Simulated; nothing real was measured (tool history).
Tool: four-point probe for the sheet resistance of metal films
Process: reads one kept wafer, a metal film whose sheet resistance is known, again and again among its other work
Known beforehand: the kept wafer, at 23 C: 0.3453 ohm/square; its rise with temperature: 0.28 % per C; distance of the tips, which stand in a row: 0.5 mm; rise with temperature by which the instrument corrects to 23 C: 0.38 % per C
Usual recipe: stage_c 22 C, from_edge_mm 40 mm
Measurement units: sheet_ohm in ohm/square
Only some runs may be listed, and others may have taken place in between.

Run 1, hour 0.0: usual settings. Result: sheet_ohm 0.342304 ohm/square.
Run 2, hour 40.5: usual settings but from_edge_mm 3 mm. Result: sheet_ohm 0.347225 ohm/square.
Run 3, hour 91.3: usual settings but stage_c 33 C. Result: sheet_ohm 0.338160 ohm/square.
Run 4, hour 144.4: usual settings but from_edge_mm 34 mm. Result: sheet_ohm 0.342052 ohm/square.
Run 5, hour 193.7: usual settings but from_edge_mm 34 mm. Result: sheet_ohm 0.341884 ohm/square.
Run 6, hour 237.4: usual settings but from_edge_mm 34 mm. Result: sheet_ohm 0.342000 ohm/square.
Run 7, hour 267.8: usual settings but stage_c 25 C. Result: sheet_ohm 0.340689 ohm/square.
Run 8, hour 311.0: usual settings but stage_c 25 C. Result: sheet_ohm 0.340746 ohm/square.
Run 9, hour 355.8: usual settings but stage_c 20 C, from_edge_mm 34 mm. Result: sheet_ohm 0.342604 ohm/square.
Run 10, hour 404.8: usual settings but stage_c 20 C, from_edge_mm 34 mm. Result: sheet_ohm 0.342541 ohm/square.
Run 11, hour 428.9: usual settings but stage_c 29 C, from_edge_mm 22 mm. Result: sheet_ohm 0.339182 ohm/square.
At hour 433.6: stage's thermometer calibrated.
Run 12, hour 467.8: usual settings but stage_c 29 C, from_edge_mm 22 mm. Result: sheet_ohm 0.339197 ohm/square.
Run 13, hour 490.2: usual settings but stage_c 29 C, from_edge_mm 22 mm. Result: sheet_ohm 0.339118 ohm/square.
Run 14, hour 536.1: usual settings but stage_c 18 C, from_edge_mm 26 mm. Result: sheet_ohm 0.343125 ohm/square.
Run 15, hour 564.9: usual settings but stage_c 18 C, from_edge_mm 31 mm. Result: sheet_ohm 0.343080 ohm/square.
Run 16, hour 589.5: usual settings but stage_c 18 C, from_edge_mm 31 mm. Result: sheet_ohm 0.343043 ohm/square.

Each row is a separate what-if for the run after 16, all from the same tool condition, not one after another. Results?
At hour 601.8: stage's thermometer calibrated, once more.
Run A, hour 623.5: usual settings but stage_c 24 C. Result: sheet_ohm ?.
At hour 601.8: stage's thermometer calibrated, once more.
Run B, hour 623.5: usual settings but stage_c 25 C, from_edge_mm 12 mm. Result: sheet_ohm ?.
At hour 601.8: stage's thermometer calibrated, once more.
Run C, hour 623.5: usual settings but from_edge_mm 7 mm. Result: sheet_ohm ?.
At hour 601.8: stage's thermometer calibrated, once more.
Run D, hour 623.5: usual settings but stage_c 26 C, from_edge_mm 60 mm. Result: sheet_ohm ?.

run  sheet_ohm
  A   0.340937
  B   0.340856
  C   0.342610
  D   0.340122
Without the tool's hidden state the same runs would have given:
run  sheet_ohm
  A   0.344951
  B   0.344869
  C   0.346643
  D   0.344127

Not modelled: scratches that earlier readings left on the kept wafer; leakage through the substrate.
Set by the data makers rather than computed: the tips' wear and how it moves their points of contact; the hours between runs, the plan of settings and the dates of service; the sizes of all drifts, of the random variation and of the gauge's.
